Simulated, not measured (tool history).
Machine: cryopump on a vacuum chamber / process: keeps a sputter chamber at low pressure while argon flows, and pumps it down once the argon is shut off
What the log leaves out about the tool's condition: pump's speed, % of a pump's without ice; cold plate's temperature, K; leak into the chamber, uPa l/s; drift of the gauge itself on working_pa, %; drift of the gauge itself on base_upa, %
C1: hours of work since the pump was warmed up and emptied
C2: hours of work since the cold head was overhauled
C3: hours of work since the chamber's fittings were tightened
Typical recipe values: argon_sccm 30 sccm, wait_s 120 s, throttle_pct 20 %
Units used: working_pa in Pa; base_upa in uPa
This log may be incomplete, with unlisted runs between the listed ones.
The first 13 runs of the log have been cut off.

{"run": 14, "hour": 581.6, "argon_sccm": 21, "wait_s": 120, "throttle_pct": 20, "C1": 417, "C2": 417, "C3": 2147, "working_pa": 0.0963, "base_upa": 1.39}
{"run": 15, "hour": 620.8, "argon_sccm": 21, "wait_s": 120, "throttle_pct": 20, "C1": 443, "C2": 443, "C3": 2172, "working_pa": 0.0965, "base_upa": 1.38}
{"run": 16, "hour": 657.6, "argon_sccm": 21, "wait_s": 122, "throttle_pct": 20, "C1": 466, "C2": 466, "C3": 2196, "working_pa": 0.0965, "base_upa": 1.48}
{"run": 17, "hour": 693.3, "argon_sccm": 17, "wait_s": 120, "throttle_pct": 20, "C1": 489, "C2": 489, "C3": 2218, "working_pa": 0.0771, "base_upa": 1.42}
{"run": 18, "hour": 735.0, "argon_sccm": 17, "wait_s": 120, "throttle_pct": 16, "C1": 516, "C2": 516, "C3": 2245, "working_pa": 0.0965, "base_upa": 1.47}
{"run": 19, "hour": 779.4, "argon_sccm": 12, "wait_s": 20, "throttle_pct": 37, "C1": 544, "C2": 544, "C3": 2274, "working_pa": 0.0301, "base_upa": 4.56}
{"run": 20, "hour": 823.3, "argon_sccm": 30, "wait_s": 170, "throttle_pct": 47, "C1": 572, "C2": 572, "C3": 2302, "working_pa": 0.0614, "base_upa": 1.27}
{"run": 21, "hour": 875.2, "argon_sccm": 30, "wait_s": 47, "throttle_pct": 36, "C1": 606, "C2": 606, "C3": 2335, "working_pa": 0.0792, "base_upa": 2.49}
{"run": 22, "hour": 917.4, "argon_sccm": 30, "wait_s": 47, "throttle_pct": 36, "C1": 633, "C2": 633, "C3": 2362, "working_pa": 0.0799, "base_upa": 2.43}
{"run": 23, "hour": 943.0, "argon_sccm": 30, "wait_s": 47, "throttle_pct": 36, "C1": 649, "C2": 649, "C3": 2379, "working_pa": 0.0787, "base_upa": 2.46}
{"run": 24, "hour": 996.4, "argon_sccm": 30, "wait_s": 47, "throttle_pct": 36, "C1": 683, "C2": 683, "C3": 2413, "working_pa": 0.0812, "base_upa": 2.5}
{"run": 25, "hour": 1046.1, "argon_sccm": 43, "wait_s": 120, "throttle_pct": 28, "C1": 715, "C2": 715, "C3": 2445, "working_pa": 0.1451, "base_upa": 1.49}
{"run": 26, "hour": 1104.5, "argon_sccm": 14, "wait_s": 120, "throttle_pct": 40, "C1": 753, "C2": 753, "C3": 2482, "working_pa": 0.0339, "base_upa": 1.53}
{"run": 27, "hour": 1135.6, "argon_sccm": 14, "wait_s": 120, "throttle_pct": 40, "C1": 773, "C2": 773, "C3": 2502, "working_pa": 0.0349, "base_upa": 1.59}
{"run": 28, "hour": 1186.2, "argon_sccm": 14, "wait_s": 120, "throttle_pct": 40, "C1": 805, "C2": 805, "C3": 2534, "working_pa": 0.035, "base_upa": 1.64}
{"run": 29, "hour": 1230.3, "argon_sccm": 14, "wait_s": 120, "throttle_pct": 40, "C1": 833, "C2": 833, "C3": 2563, "working_pa": 0.0347, "base_upa": 1.64}
{"run": 30, "hour": 1279.3, "argon_sccm": 14, "wait_s": 22, "throttle_pct": 18, "C1": 865, "C2": 865, "C3": 2594, "working_pa": 0.073, "base_upa": 4.39}
{"run": 31, "hour": 1324.9, "argon_sccm": 14, "wait_s": 22, "throttle_pct": 18, "C1": 894, "C2": 894, "C3": 2623, "working_pa": 0.0723, "base_upa": 4.4}
{"run": 32, "hour": 1357.6, "argon_sccm": 14, "wait_s": 22, "throttle_pct": 18, "C1": 915, "C2": 915, "C3": 2644, "working_pa": 0.0723, "base_upa": 4.4}
{"run": 33, "hour": 1403.4, "argon_sccm": 27, "wait_s": 71, "throttle_pct": 18, "C1": 944, "C2": 944, "C3": 2674, "working_pa": 0.1403, "base_upa": 2.15}
{"hour": 1438.8, "done": "pump warmed up, emptied and cooled again"}
{"run": 34, "hour": 1440.4, "argon_sccm": 27, "wait_s": 71, "throttle_pct": 18, "C1": 1, "C2": 965, "C3": 2694, "working_pa": 0.1344, "base_upa": 1.87}

Here are 3 independent what-if runs from the current tool condition. What would each one return?
{"run": "A", "hour": 1496.8, "argon_sccm": 46, "wait_s": 90, "throttle_pct": 19, "C1": 37, "C2": 1001, "C3": 2730, "working_pa": "?", "base_upa": "?"}
{"run": "B", "hour": 1496.8, "argon_sccm": 24, "wait_s": 92, "throttle_pct": 24, "C1": 37, "C2": 1001, "C3": 2730, "working_pa": "?", "base_upa": "?"}
{"run": "C", "hour": 1496.8, "argon_sccm": 39, "wait_s": 140, "throttle_pct": 52, "C1": 37, "C2": 1001, "C3": 2730, "working_pa": "?", "base_upa": "?"}

run=A working_pa=0.2159 base_upa=1.73
run=B working_pa=0.0888 base_upa=1.68
run=C working_pa=0.0688 base_upa=1.38
With no hidden state in the tool, these same runs would have given:
run=A working_pa=0.2146 base_upa=1.00
run=B working_pa=0.0881 base_upa=0.98
run=C working_pa=0.0677 base_upa=0.67

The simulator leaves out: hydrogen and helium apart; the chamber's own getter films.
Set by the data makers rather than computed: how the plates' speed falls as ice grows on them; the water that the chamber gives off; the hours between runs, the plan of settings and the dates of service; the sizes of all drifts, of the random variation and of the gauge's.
